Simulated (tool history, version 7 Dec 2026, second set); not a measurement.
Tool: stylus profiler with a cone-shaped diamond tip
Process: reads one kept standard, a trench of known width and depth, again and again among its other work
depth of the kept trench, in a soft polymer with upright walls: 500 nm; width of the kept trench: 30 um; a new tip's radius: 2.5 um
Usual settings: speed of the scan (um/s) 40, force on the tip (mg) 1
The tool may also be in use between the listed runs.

run    hour  speed of the scan (um/s)  force on the tip (mg)  depth of the trench (Å)  width of the trench's floor (um)
  1       0                        40                      1                   5034.5                             26.24
  2      81                        40                      1                   5036.6                             26.17
  3   148.7                        40                      1                     5037                                26
  4   235.9                        40                      1                   5034.4                             25.91
  5   326.6                        40                      1                   5037.6                             25.82
  6   372.9                        40                      1                   5036.1                              25.8
  7   446.8                        40                      1                   5038.6                             25.68
  8   501.2                        40                      1                   5039.9                             25.63
  9   596.8                        40                   0.46                   5024.9                             25.44
 10   704.3                        40                      1                   5037.6                             25.34
 11   758.9                        40                   0.56                   5027.9                             25.29
 12   864.9                        37                   1.01                   5040.9                             25.21
      942.2  -- new tip fitted, height scale calibrated
 13   978.4                        40                   0.57                   5024.1                             26.77
 14  1068.1                        16                   0.67                   5026.9                             26.72
 15  1159.6                        30                   1.74                   5052.6                              26.6
     1170.3  -- height scale calibrated on a step standard
 16    1243                       125                   0.38                   5019.7                             25.85
 17  1338.7                       120                   1.59                   5051.4                             26.07
 18  1401.3                        39                   1.13                   5042.5                             26.23
 19  1455.2                        53                   2.59                   5067.8                             26.09
 20  1560.1                        72                   0.65                   5029.8                             25.79
 21  1636.5                        72                   0.65                   5029.9                             25.73
 22  1717.6                       139                   0.41                   5026.4                             25.16

Forecast each of these 5 alternatives for the next run:
     1760.3  -- height scale calibrated on a step standard, once more
  A  1785.6                        27                      1                        ?                                 ?
     1760.3  -- height scale calibrated on a step standard, once more
  B  1785.6                        48                   0.47                        ?                                 ?
     1760.3  -- height scale calibrated on a step standard, once more
  C  1785.6                       116                   1.15                        ?                                 ?
     1760.3  -- height scale calibrated on a step standard, once more
  D  1785.6                        59                   1.25                        ?                                 ?
     1760.3  -- height scale calibrated on a step standard, once more
  E  1785.6                        21                   1.71                        ?                                 ?

run  depth of the trench (Å)  width of the trench's floor (um)
  A                   5033.2                             25.77
  B                     5021                              25.6
  C                   5033.2                             25.43
  D                   5035.8                             25.75
  E                   5046.7                             25.79
Without the tool's hidden state the same runs would have given:
run  depth of the trench (Å)  width of the trench's floor (um)
  A                   5033.6                              26.9
  B                   5021.5                             26.72
  C                   5033.7                             26.56
  D                   5036.3                             26.87
  E                   5047.1                             26.92
